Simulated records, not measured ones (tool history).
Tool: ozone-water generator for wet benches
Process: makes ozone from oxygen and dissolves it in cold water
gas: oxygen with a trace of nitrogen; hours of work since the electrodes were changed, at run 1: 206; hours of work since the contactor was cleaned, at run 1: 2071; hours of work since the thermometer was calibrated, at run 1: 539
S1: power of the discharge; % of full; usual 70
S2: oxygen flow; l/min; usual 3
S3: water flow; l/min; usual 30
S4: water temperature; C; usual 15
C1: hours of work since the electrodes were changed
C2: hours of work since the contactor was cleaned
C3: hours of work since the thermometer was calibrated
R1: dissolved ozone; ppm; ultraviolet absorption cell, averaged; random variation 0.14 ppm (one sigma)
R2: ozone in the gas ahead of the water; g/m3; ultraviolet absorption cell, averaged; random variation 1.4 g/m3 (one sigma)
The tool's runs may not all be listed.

run   hour  S1    S2  S3  S4   C1    C2   C3    R1     R2
  1      0  70     3  30  15  206  2071  539  16.5  249.7
  2   53.8  70  4.03  30  15  247  2111  580  17.4  206.8
  3  103.5  70  4.03  30  15  284  2148  617  17.4  210.7
  4  154.1  70  4.03  30  15  321  2186  654  17.2  211.5
  5  191.2  73     3  30  15  349  2214  682  17.1    258
  6  225.1  73     3  30  15  374  2239  707  17.1  259.8
  7  278.9  70     3  30  15  414  2279  747  16.9  249.8
  8  318.3  70     3  30  15  444  2309  777  16.2    249
  9  367.8  41  1.99  22  23  481  2345  814  12.9  220.2
 10  430.4  41  1.99  22   7  527  2392  860  14.6  219.6
 11  460.4  41  1.99  22   7  550  2414  883  14.6  217.3
 12  493.8  41  2.04  29   7  574  2439  907  11.1    215
 13  523.7  70     3  30  15  597  2462  930  16.8    250
 14  576.2  70  3.91  30  15  636  2501  969  17.4  212.3
 15  612.3  70  3.91  30  15  663  2528  996  17.4  213.7

Forecast each of these 3 alternatives for the next run:
  A  670.9  90     3  45  13  706  2571  1039   ?   ?
  B  670.9  55  1.59  30  14  706  2571  1039   ?   ?
  C  670.9  77     3  24  17  706  2571  1039   ?   ?

run    R1     R2
  A  13.9  301.6
  B  12.3  306.2
  C    21  269.3
Without the tool's hidden state the same runs would have given:
run    R1     R2
  A  13.9  301.8
  B  12.3  306.3
  C    21  269.4
